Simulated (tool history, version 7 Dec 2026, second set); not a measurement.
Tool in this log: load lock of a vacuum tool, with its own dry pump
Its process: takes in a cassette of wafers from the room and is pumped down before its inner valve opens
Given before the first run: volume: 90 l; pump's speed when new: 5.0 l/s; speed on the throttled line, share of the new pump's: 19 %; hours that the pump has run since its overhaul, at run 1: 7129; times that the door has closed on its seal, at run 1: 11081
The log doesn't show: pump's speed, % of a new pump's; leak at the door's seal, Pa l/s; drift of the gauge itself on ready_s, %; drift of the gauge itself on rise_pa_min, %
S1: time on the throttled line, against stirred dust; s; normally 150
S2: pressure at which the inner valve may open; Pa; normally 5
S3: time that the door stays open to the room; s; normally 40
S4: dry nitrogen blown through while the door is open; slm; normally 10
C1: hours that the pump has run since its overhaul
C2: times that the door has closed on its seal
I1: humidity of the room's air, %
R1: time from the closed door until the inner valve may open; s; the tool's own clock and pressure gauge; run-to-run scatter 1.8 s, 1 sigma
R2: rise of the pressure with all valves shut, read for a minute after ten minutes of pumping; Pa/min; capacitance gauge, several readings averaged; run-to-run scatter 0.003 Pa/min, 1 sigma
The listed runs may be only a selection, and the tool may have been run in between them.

Run 1, hour 0.0: usual settings; C1 7129; C2 11081; I1 45.4. Result: R1 314.8 s, R2 0.084 Pa/min.
Run 2, hour 152.6: usual settings; C1 7281; C2 11670; I1 41.2. Result: R1 310.7 s, R2 0.084 Pa/min.
Run 3, hour 249.7: usual settings; C1 7378; C2 12045; I1 44.3. Result: R1 314.4 s, R2 0.089 Pa/min.
Run 4, hour 396.0: usual settings but S3 25 s; C1 7525; C2 12609; I1 43.3. Result: R1 310.9 s, R2 0.089 Pa/min.
Run 5, hour 519.8: usual settings but S3 25 s; C1 7648; C2 13087; I1 47.1. Result: R1 312.5 s, R2 0.094 Pa/min.
Run 6, hour 610.0: usual settings but S3 25 s; C1 7739; C2 13435; I1 46.9. Result: R1 314.3 s, R2 0.089 Pa/min.
Run 7, hour 739.5: usual settings but S3 25 s; C1 7868; C2 13935; I1 42.7. Result: R1 313.2 s, R2 0.092 Pa/min.
Run 8, hour 857.3: usual settings but S3 25 s; C1 7986; C2 14389; I1 43.8. Result: R1 312.4 s, R2 0.103 Pa/min.
Run 9, hour 1011.9: usual settings; C1 8141; C2 14986; I1 46.1. Result: R1 314.9 s, R2 0.106 Pa/min.
Run 10, hour 1143.1: usual settings; C1 8272; C2 15492; I1 43.4. Result: R1 315.7 s, R2 0.112 Pa/min.
Run 11, hour 1268.8: usual settings; C1 8397; C2 15977; I1 43.4. Result: R1 312.9 s, R2 0.113 Pa/min.
Run 12, hour 1445.3: usual settings but S3 60 s; C1 8574; C2 16658; I1 43.5. Result: R1 313.0 s, R2 0.123 Pa/min.
Run 13, hour 1535.4: usual settings; C1 8664; C2 17006; I1 43.0. Result: R1 315.0 s, R2 0.124 Pa/min.
Run 14, hour 1628.3: usual settings; C1 8757; C2 17364; I1 43.3. Result: R1 317.7 s, R2 0.130 Pa/min.
Run 15, hour 1770.9: usual settings but S2 6 Pa; C1 8900; C2 17915; I1 46.2. Result: R1 309.9 s, R2 0.133 Pa/min.
Run 16, hour 1955.9: usual settings but S2 6 Pa; C1 9084; C2 18628; I1 44.0. Result: R1 315.8 s, R2 0.139 Pa/min.
Run 17, hour 2081.6: usual settings but S2 8 Pa; C1 9210; C2 19114; I1 43.2. Result: R1 306.0 s, R2 0.143 Pa/min.
Run 18, hour 2176.3: usual settings but S1 92 s; C1 9305; C2 19479; I1 46.3. Result: R1 271.8 s, R2 0.151 Pa/min.
Run 19, hour 2306.5: usual settings but S1 92 s; C1 9435; C2 19981; I1 43.8. Result: R1 273.1 s, R2 0.150 Pa/min.
Run 20, hour 2469.1: usual settings but S1 178 s, S2 6 Pa; C1 9598; C2 20609; I1 45.8. Result: R1 334.4 s, R2 0.155 Pa/min.
Run 21, hour 2551.7: usual settings but S1 76 s; C1 9680; C2 20928; I1 48.4. Result: R1 257.8 s, R2 0.159 Pa/min.
Run 22, hour 2669.6: usual settings but S1 76 s; C1 9798; C2 21382; I1 48.1. Result: R1 261.7 s, R2 0.163 Pa/min.
Run 23, hour 2776.1: usual settings but S1 138 s, S2 10 Pa, S3 27 s, S4 21 slm; C1 9905; C2 21794; I1 46.5. Result: R1 294.2 s, R2 0.158 Pa/min.
Run 24, hour 2902.5: usual settings but S1 138 s, S2 10 Pa, S3 27 s, S4 21 slm; C1 10031; C2 22281; I1 40.9. Result: R1 293.6 s, R2 0.160 Pa/min.
Run 25, hour 2981.2: usual settings but S1 115 s, S3 112 s, S4 5 slm; C1 10110; C2 22585; I1 41.8. Result: R1 288.9 s, R2 0.220 Pa/min.
Run 26, hour 3154.9: usual settings but S1 115 s, S3 112 s, S4 5 slm; C1 10283; C2 23255; I1 45.3. Result: R1 292.1 s, R2 0.227 Pa/min.
Run 27, hour 3310.7: usual settings but S1 115 s, S3 112 s, S4 5 slm; C1 10439; C2 23856; I1 44.4. Result: R1 291.9 s, R2 0.227 Pa/min.
Run 28, hour 3488.8: usual settings but S2 6 Pa, S3 26 s, S4 45 slm; C1 10617; C2 24544; I1 44.5. Result: R1 309.7 s, R2 0.179 Pa/min.
Run 29, hour 3592.6: usual settings but S2 6 Pa, S3 144 s, S4 45 slm; C1 10721; C2 24944; I1 43.1. Result: R1 315.4 s, R2 0.201 Pa/min.
Run 30, hour 3738.7: usual settings but S1 299 s, S4 20 slm; C1 10867; C2 25508; I1 41.6. Result: R1 433.3 s, R2 0.195 Pa/min.
Run 31, hour 3838.2: usual settings but S1 296 s, S3 159 s, S4 5 slm; C1 10967; C2 25892; I1 44.2. Result: R1 435.6 s, R2 0.268 Pa/min.
Run 32, hour 4015.4: usual settings but S1 291 s, S3 124 s, S4 15 slm; C1 11144; C2 26576; I1 45.5. Result: R1 427.7 s, R2 0.239 Pa/min.
Run 33, hour 4199.6: usual settings but S1 291 s, S3 124 s, S4 6 slm; C1 11328; C2 27286; I1 45.2. Result: R1 432.2 s, R2 0.270 Pa/min.
Run 34, hour 4378.8: usual settings but S1 291 s, S3 124 s, S4 6 slm; C1 11507; C2 27978; I1 40.1. Result: R1 432.6 s, R2 0.266 Pa/min.
Run 35, hour 4497.7: usual settings but S1 291 s, S3 124 s, S4 6 slm; C1 11626; C2 28437; I1 44.7. Result: R1 427.5 s, R2 0.286 Pa/min.
Run 36, hour 4628.0: usual settings but S1 291 s, S3 124 s, S4 6 slm; C1 11757; C2 28939; I1 43.0. Result: R1 431.7 s, R2 0.287 Pa/min.
Run 37, hour 4794.8: usual settings but S1 194 s, S3 193 s, S4 43 slm; C1 11923; C2 29583; I1 41.5. Result: R1 356.9 s, R2 0.259 Pa/min.
Run 38, hour 4870.9: usual settings but S3 45 s; C1 11999; C2 29877; I1 42.8. Result: R1 320.3 s, R2 0.255 Pa/min.

Hidden state or all else? Some run-to-run changes of R1, split into what the settings, what came in and random variation would give without the hidden state, and what is left for the hidden state (with any gauge scatter that isn't in both results):
Run 17 -> 18: S1 150 -> 92, S2 8 -> 5. R1 -34.2 s: hidden state +2.7, all else -36.9.
Run 20 -> 21: S1 178 -> 76, S2 6 -> 5. R1 -76.6 s: hidden state +2.3, all else -78.9.
Run 29 -> 30: S1 150 -> 299, S2 6 -> 5, S3 144 -> 40, S4 45 -> 20. R1 +117.9 s: hidden state -2.9, all else +120.8.
Run 36 -> 37: S1 291 -> 194, S3 124 -> 193, S4 6 -> 43. R1 -74.8 s: hidden state +2.8, all else -77.6.

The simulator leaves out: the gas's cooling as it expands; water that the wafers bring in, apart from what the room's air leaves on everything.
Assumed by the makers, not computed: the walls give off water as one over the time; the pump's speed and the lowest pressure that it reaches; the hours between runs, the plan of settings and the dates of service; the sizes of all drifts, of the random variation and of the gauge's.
